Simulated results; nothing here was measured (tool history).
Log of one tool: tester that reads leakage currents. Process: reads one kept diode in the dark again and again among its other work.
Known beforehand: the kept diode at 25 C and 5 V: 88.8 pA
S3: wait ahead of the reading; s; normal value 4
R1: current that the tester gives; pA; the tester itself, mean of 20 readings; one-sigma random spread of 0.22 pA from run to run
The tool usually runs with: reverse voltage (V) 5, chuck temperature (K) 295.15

Run 1, day 0: usual settings. Result: R1 78.9 pA.
Run 2, day 3.708: usual settings. Result: R1 79.42 pA.
Run 3, day 7.504: usual settings but S3 3.81 s. Result: R1 80.09 pA.
Run 4, day 11.192: usual settings but S3 3.81 s. Result: R1 80.78 pA.
Run 5, day 13.817: usual settings but reverse voltage (V) 1.99. Result: R1 56.43 pA.
Run 6, day 15.488: usual settings but S3 2.34 s. Result: R1 81.81 pA.
Run 7, day 18.95: usual settings but S3 2.34 s. Result: R1 82.4 pA.
Run 8, day 21.958: usual settings but S3 2.34 s. Result: R1 83.3 pA.
Run 9, day 23.775: usual settings but S3 2.34 s. Result: R1 83.04 pA.
Run 10, day 27.154: usual settings but S3 2.34 s. Result: R1 84.11 pA.
Run 11, day 29.379: usual settings but S3 2.34 s. Result: R1 83.65 pA.
At day 32.3: chuck's temperature calibrated.
Run 12, day 33.188: usual settings but chuck temperature (K) 321.15. Result: R1 471.72 pA.
Run 13, day 36.917: usual settings but S3 0.33 s. Result: R1 76.02 pA.
Run 14, day 40.075: usual settings but S3 0.33 s. Result: R1 76.37 pA.
Run 15, day 42.988: usual settings but reverse voltage (V) 5.41, chuck temperature (K) 306.15. Result: R1 172.62 pA.
Run 16, day 45.658: usual settings but reverse voltage (V) 5.41, chuck temperature (K) 306.15. Result: R1 174.49 pA.
Run 17, day 48.242: usual settings but chuck temperature (K) 301.15. Result: R1 117.06 pA.
Run 18, day 49.85: usual settings but reverse voltage (V) 3.4, chuck temperature (K) 302.15, S3 0.52 s. Result: R1 109.38 pA.
Run 19, day 51.792: usual settings but reverse voltage (V) 3.4, chuck temperature (K) 302.15, S3 0.52 s. Result: R1 109.71 pA.
Run 20, day 54.892: usual settings but reverse voltage (V) 3.4, chuck temperature (K) 302.15, S3 0.52 s. Result: R1 111.14 pA.
Run 21, day 56.546: usual settings but reverse voltage (V) 15.78, chuck temperature (K) 311.15, S3 3.52 s. Result: R1 389.89 pA.
Run 22, day 59.862: usual settings but reverse voltage (V) 15.78, chuck temperature (K) 311.15, S3 3.52 s. Result: R1 389.13 pA.
Run 23, day 61.971: usual settings but reverse voltage (V) 2.73, chuck temperature (K) 301.15. Result: R1 93.96 pA.

Predict each of these 5 candidate next runs independently; none follows another, all start after run 23:
Run A, day 64.888: usual settings but reverse voltage (V) 13.03, S3 2.11 s. Result: R1 ?.
Run B, day 64.888: usual settings but reverse voltage (V) 7.73, chuck temperature (K) 301.15, S3 2.51 s. Result: R1 ?.
Run C, day 64.888: usual settings but reverse voltage (V) 2.73, chuck temperature (K) 301.15, S3 4.09 s. Result: R1 ?.
Run D, day 64.888: usual settings but reverse voltage (V) 14.4, chuck temperature (K) 300.15. Result: R1 ?.
Run E, day 64.888: usual settings but reverse voltage (V) 2.4, chuck temperature (K) 301.15. Result: R1 ?.

run      R1
  A  117.63
  B  143.94
  C   94.43
  D  173.99
  E   89.73
Had the tool no hidden state, the same runs would have come out as:
run      R1
  A  103.34
  B  132.89
  C   88.92
  D  156.78
  E   84.64
